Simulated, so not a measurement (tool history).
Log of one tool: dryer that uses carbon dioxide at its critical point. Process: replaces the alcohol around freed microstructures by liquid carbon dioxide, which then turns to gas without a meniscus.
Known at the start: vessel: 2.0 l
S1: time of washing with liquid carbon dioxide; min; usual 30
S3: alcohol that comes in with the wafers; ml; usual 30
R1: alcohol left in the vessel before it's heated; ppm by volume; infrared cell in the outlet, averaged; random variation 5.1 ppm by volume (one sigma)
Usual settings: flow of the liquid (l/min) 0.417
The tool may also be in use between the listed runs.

Run 1, hour 0.0: usual settings. Result: R1 89 ppm by volume.
Run 2, hour 22.8: usual settings. Result: R1 100 ppm by volume.
Run 3, hour 46.9: usual settings. Result: R1 92 ppm by volume.
Run 4, hour 77.8: usual settings. Result: R1 97 ppm by volume.
Run 5, hour 92.8: usual settings but S1 21 min. Result: R1 416 ppm by volume.
Run 6, hour 122.3: usual settings but flow of the liquid (l/min) 0.596. Result: R1 23 ppm by volume.
Run 7, hour 151.5: usual settings but S1 48 min, flow of the liquid (l/min) 0.596, S3 99 ml. Result: R1 23 ppm by volume.
At hour 180.2: inlet filter changed.
Run 8, hour 183.4: usual settings but S1 48 min, flow of the liquid (l/min) 0.596, S3 99 ml. Result: R1 24 ppm by volume.
Run 9, hour 216.5: usual settings but S1 19 min, flow of the liquid (l/min) 0.633, S3 99 ml. Result: R1 285 ppm by volume.
Run 10, hour 239.0: usual settings but S1 37 min, S3 82 ml. Result: R1 54 ppm by volume.
Run 11, hour 265.7: usual settings but S1 24 min, flow of the liquid (l/min) 0.287, S3 34 ml. Result: R1 833 ppm by volume.

Some steps in R1 between neighbouring runs. How much of each would the tool show without its hidden state too (settings, what came in, random variation), and how much is left for the hidden state, with any gauge scatter that isn't in both results?
The hidden state here: flow that reaches the vessel past the clogged filter, %; alcohol in the recycled carbon dioxide, ppm; drift of the gauge itself on alcohol_ppm, %.
Run 5 -> 6: S1 21 -> 30, flow of the liquid (l/min) 0.417 -> 0.596. R1 -393 ppm by volume: hidden state -77, all else -316.
Run 10 -> 11: S1 37 -> 24, flow of the liquid (l/min) 0.417 -> 0.287, S3 82 -> 34. R1 +779 ppm by volume: hidden state +18, all else +761.
